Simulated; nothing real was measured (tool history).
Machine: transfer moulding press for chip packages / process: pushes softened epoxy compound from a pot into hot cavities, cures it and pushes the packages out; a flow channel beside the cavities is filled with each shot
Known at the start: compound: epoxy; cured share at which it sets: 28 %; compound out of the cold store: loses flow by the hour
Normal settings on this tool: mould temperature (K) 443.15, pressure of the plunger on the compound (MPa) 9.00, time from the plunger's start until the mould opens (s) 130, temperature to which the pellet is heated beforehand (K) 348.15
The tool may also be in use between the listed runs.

run	hour	mould temperature (K)	pressure of the plunger on the compound (MPa)	time from the plunger's start until the mould opens (s)	temperature to which the pellet is heated beforehand (K)	incoming compound's hours out of the cold store	length that the compound runs in the flow channel (mm)	greatest force on the pins that push the packages out (N)
1	0.0	443.15	9.00	130	348.15	39.2	551	412
# hour 22.8: cavities cleaned with cleaning compound and waxed
2	24.5	443.15	9.00	130	348.15	26.3	602	532
# hour 56.4: plunger's sealing rings changed
3	56.4	443.15	9.00	130	348.15	35.8	584	518
# hour 66.3: cavities cleaned with cleaning compound and waxed
4	96.4	443.15	9.00	130	348.15	39.7	554	444
# hour 106.9: cavities cleaned with cleaning compound and waxed
5	118.1	443.15	8.12	130	348.15	27.1	587	370
6	139.0	443.15	7.26	130	348.15	21.3	579	438
# hour 149.7: cavities cleaned with cleaning compound and waxed
# hour 167.0: cavities cleaned with cleaning compound and waxed, once more
7	180.0	443.15	7.26	130	348.15	46.9	475	372
# hour 209.1: cavities cleaned with cleaning compound and waxed
8	217.8	443.15	7.44	130	348.15	8.1	627	376
9	244.7	443.15	7.44	130	348.15	26.8	549	466
# hour 251.0: cavities cleaned with cleaning compound and waxed
10	265.4	443.15	7.44	130	348.15	16.9	586	386
11	282.9	443.15	9.00	130	348.15	13.3	662	483
# hour 292.9: cavities cleaned with cleaning compound and waxed
12	305.9	440.15	9.00	130	348.15	24.6	616	430
# hour 327.2: plunger's sealing rings changed
# hour 336.1: cavities cleaned with cleaning compound and waxed
13	342.7	440.15	9.00	130	348.15	26.7	623	408
# hour 379.0: cavities cleaned with cleaning compound and waxed
14	380.8	440.15	9.00	130	348.15	30.7	605	367
15	409.6	440.15	9.00	130	348.15	18.3	655	559
# hour 420.1: cavities cleaned with cleaning compound and waxed
# hour 441.0: mould's thermocouples calibrated
16	448.3	450.15	9.00	126	348.15	26.7	597	375
# hour 463.6: cavities cleaned with cleaning compound and waxed
17	467.1	450.15	9.00	126	348.15	8.6	676	270
18	485.8	443.15	6.97	160	358.15	23.0	544	359
# hour 504.2: cavities cleaned with cleaning compound and waxed
19	509.5	450.15	7.22	132	340.15	9.3	603	300
20	538.5	437.15	10.15	132	338.15	33.6	614	613
# hour 545.9: cavities cleaned with cleaning compound and waxed
21	562.4	447.15	10.15	132	338.15	9.5	709	358
# hour 588.5: cavities cleaned with cleaning compound and waxed
# hour 598.6: plunger's sealing rings changed
22	603.7	447.15	10.15	129	338.15	44.7	569	341
23	624.6	447.15	10.15	129	338.15	15.6	694	413
# hour 632.0: cavities cleaned with cleaning compound and waxed
24	649.3	447.15	10.15	129	338.15	43.0	567	373
# hour 674.5: cavities cleaned with cleaning compound and waxed
25	677.1	446.15	9.00	128	348.15	8.3	687	290
26	712.5	443.15	10.42	140	348.15	20.8	687	438
# hour 716.1: cavities cleaned with cleaning compound and waxed
27	732.5	450.15	10.42	140	348.15	38.9	586	349

Here are 4 independent what-if runs from the current tool condition. What would each one return?
# hour 757.6: cavities cleaned with cleaning compound and waxed
A	770.8	447.15	10.56	140	348.15	47.9	?	?
# hour 757.6: cavities cleaned with cleaning compound and waxed
B	770.8	450.15	10.87	140	348.15	24.9	?	?
# hour 757.6: cavities cleaned with cleaning compound and waxed
C	770.8	450.15	8.39	136	342.15	38.9	?	?
# hour 757.6: cavities cleaned with cleaning compound and waxed
D	770.8	444.15	9.41	129	348.15	23.3	?	?

run	length that the compound runs in the flow channel (mm)	greatest force on the pins that push the packages out (N)
A	556	347
B	655	338
C	523	332
D	628	367
Take away the tool's hidden state, keep each run's random variation, and the runs would have read:
run	length that the compound runs in the flow channel (mm)	greatest force on the pins that push the packages out (N)
A	569	257
B	671	251
C	536	244
D	644	269

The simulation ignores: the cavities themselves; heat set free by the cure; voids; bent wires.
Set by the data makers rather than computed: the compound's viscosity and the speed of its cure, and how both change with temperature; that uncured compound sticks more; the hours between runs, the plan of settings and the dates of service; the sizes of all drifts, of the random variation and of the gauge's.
